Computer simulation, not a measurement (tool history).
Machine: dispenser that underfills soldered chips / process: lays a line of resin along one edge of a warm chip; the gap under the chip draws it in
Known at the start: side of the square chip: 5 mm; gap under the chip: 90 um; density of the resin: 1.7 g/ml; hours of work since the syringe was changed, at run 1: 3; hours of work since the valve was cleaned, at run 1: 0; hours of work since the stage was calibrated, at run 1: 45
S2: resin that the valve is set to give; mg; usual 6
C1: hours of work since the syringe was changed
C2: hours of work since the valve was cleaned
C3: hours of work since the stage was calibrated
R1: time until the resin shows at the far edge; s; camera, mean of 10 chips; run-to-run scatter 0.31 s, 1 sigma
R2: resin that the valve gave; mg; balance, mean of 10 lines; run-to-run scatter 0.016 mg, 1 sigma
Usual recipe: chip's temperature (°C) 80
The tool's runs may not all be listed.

Run 1, hour 0: usual settings; C1 3; C2 0; C3 45. Result: R1 7.7 s, R2 6.03 mg.
Run 2, hour 5.8: usual settings; C1 7; C2 4; C3 49. Result: R1 11.4 s, R2 5.99 mg.
At hour 7.2: new syringe of resin.
Run 3, hour 9.6: usual settings; C1 2; C2 7; C3 51. Result: R1 6.9 s, R2 5.98 mg.
Run 4, hour 14.4: usual settings but chip's temperature (°C) 66; C1 5; C2 10; C3 55. Result: R1 16.5 s, R2 5.97 mg.
At hour 18.7: new syringe of resin.
Run 5, hour 20.9: usual settings but chip's temperature (°C) 66; C1 2; C2 15; C3 59. Result: R1 12.9 s, R2 5.9 mg.
Run 6, hour 26.1: usual settings but chip's temperature (°C) 66, S2 6.53 mg; C1 5; C2 19; C3 63. Result: R1 16.9 s, R2 6.46 mg.
At hour 30.3: new syringe of resin.
Run 7, hour 30.3: usual settings but chip's temperature (°C) 66, S2 6.53 mg; C1 0; C2 21; C3 66. Result: R1 11.8 s, R2 6.44 mg.
Run 8, hour 36.7: usual settings but chip's temperature (°C) 66, S2 6.53 mg; C1 5; C2 26; C3 71. Result: R1 16.5 s, R2 6.43 mg.
Run 9, hour 40.8: usual settings but chip's temperature (°C) 66, S2 6.53 mg; C1 8; C2 29; C3 74. Result: R1 20 s, R2 6.41 mg.
At hour 41.5: new syringe of resin.
Run 10, hour 44.5: usual settings but chip's temperature (°C) 66, S2 6.53 mg; C1 2; C2 32; C3 76. Result: R1 13.3 s, R2 6.4 mg.
Run 11, hour 49.4: usual settings but chip's temperature (°C) 66, S2 6.53 mg; C1 6; C2 35; C3 80. Result: R1 17.4 s, R2 6.35 mg.
At hour 52.9: new syringe of resin.
Run 12, hour 53.8: usual settings; C1 1; C2 38; C3 83. Result: R1 6.7 s, R2 5.86 mg.
Run 13, hour 56.4: usual settings; C1 3; C2 40; C3 85. Result: R1 7.7 s, R2 5.85 mg.
Run 14, hour 60: usual settings; C1 5; C2 43; C3 87. Result: R1 9.6 s, R2 5.85 mg.
At hour 64.2: new syringe of resin.
Run 15, hour 64.2: usual settings but chip's temperature (°C) 90; C1 0; C2 45; C3 90. Result: R1 4 s, R2 5.83 mg.
Run 16, hour 69.7: usual settings but S2 5.78 mg; C1 4; C2 49; C3 94. Result: R1 8.3 s, R2 5.62 mg.
At hour 75.6: new syringe of resin.
Run 17, hour 75.8: usual settings but chip's temperature (°C) 76, S2 7.38 mg; C1 0; C2 54; C3 98. Result: R1 7.4 s, R2 7.11 mg.
Run 18, hour 80.8: usual settings but chip's temperature (°C) 74, S2 6.23 mg; C1 4; C2 57; C3 102. Result: R1 10 s, R2 5.99 mg.
Run 19, hour 85.4: usual settings but chip's temperature (°C) 77, S2 6.23 mg; C1 7; C2 61; C3 105. Result: R1 12.2 s, R2 5.95 mg.
At hour 87: new syringe of resin.
Run 20, hour 88.4: usual settings but chip's temperature (°C) 77, S2 6.23 mg; C1 1; C2 63; C3 107. Result: R1 7.2 s, R2 5.95 mg.
Run 21, hour 93.2: usual settings but chip's temperature (°C) 73, S2 6.67 mg; C1 4; C2 66; C3 111. Result: R1 11.6 s, R2 6.38 mg.
Run 22, hour 97.3: usual settings but chip's temperature (°C) 81, S2 5.39 mg; C1 7; C2 69; C3 114. Result: R1 11.5 s, R2 5.13 mg.
At hour 98.7: new syringe of resin.
Run 23, hour 103: usual settings but chip's temperature (°C) 81, S2 5.39 mg; C1 3; C2 73; C3 118. Result: R1 7.4 s, R2 5.13 mg.
Run 24, hour 106: usual settings but chip's temperature (°C) 81, S2 5.39 mg; C1 5; C2 75; C3 120. Result: R1 9.4 s, R2 5.12 mg.
Run 25, hour 108.9: usual settings but chip's temperature (°C) 90, S2 6.01 mg; C1 7; C2 77; C3 122. Result: R1 8.1 s, R2 5.72 mg.
At hour 110: new syringe of resin.
Run 26, hour 114.6: usual settings but chip's temperature (°C) 73, S2 7.79 mg; C1 3; C2 81; C3 126. Result: R1 10.2 s, R2 7.34 mg.
Run 27, hour 117.9: usual settings but chip's temperature (°C) 73, S2 7.79 mg; C1 6; C2 84; C3 128. Result: R1 12.4 s, R2 7.36 mg.

Consider 3 possible next runs. They are alternatives, not a sequence: every one starts from the tool as it was left by run 27. What does each give?
At hour 121.3: dispensing valve cleaned and set on the balance.
At hour 122.5: new syringe of resin.
Run A, hour 122.7: usual settings but chip's temperature (°C) 77, S2 5.98 mg; C1 0; C2 1; C3 131. Result: R1 ?, R2 ?.
At hour 121.3: dispensing valve cleaned and set on the balance.
At hour 122.5: new syringe of resin.
Run B, hour 122.7: usual settings but chip's temperature (°C) 82, S2 5.22 mg; C1 0; C2 1; C3 131. Result: R1 ?, R2 ?.
At hour 121.3: dispensing valve cleaned and set on the balance.
At hour 122.5: new syringe of resin.
Run C, hour 122.7: usual settings but chip's temperature (°C) 72, S2 7.4 mg; C1 0; C2 1; C3 131. Result: R1 ?, R2 ?.

run   R1    R2
  A  7.1  5.98
  B  5.7   5.2
  C  8.7  7.38
Had the tool no hidden state, the same runs would have come out as:
run   R1    R2
  A  7.4     6
  B  5.9  5.21
  C    9   7.4

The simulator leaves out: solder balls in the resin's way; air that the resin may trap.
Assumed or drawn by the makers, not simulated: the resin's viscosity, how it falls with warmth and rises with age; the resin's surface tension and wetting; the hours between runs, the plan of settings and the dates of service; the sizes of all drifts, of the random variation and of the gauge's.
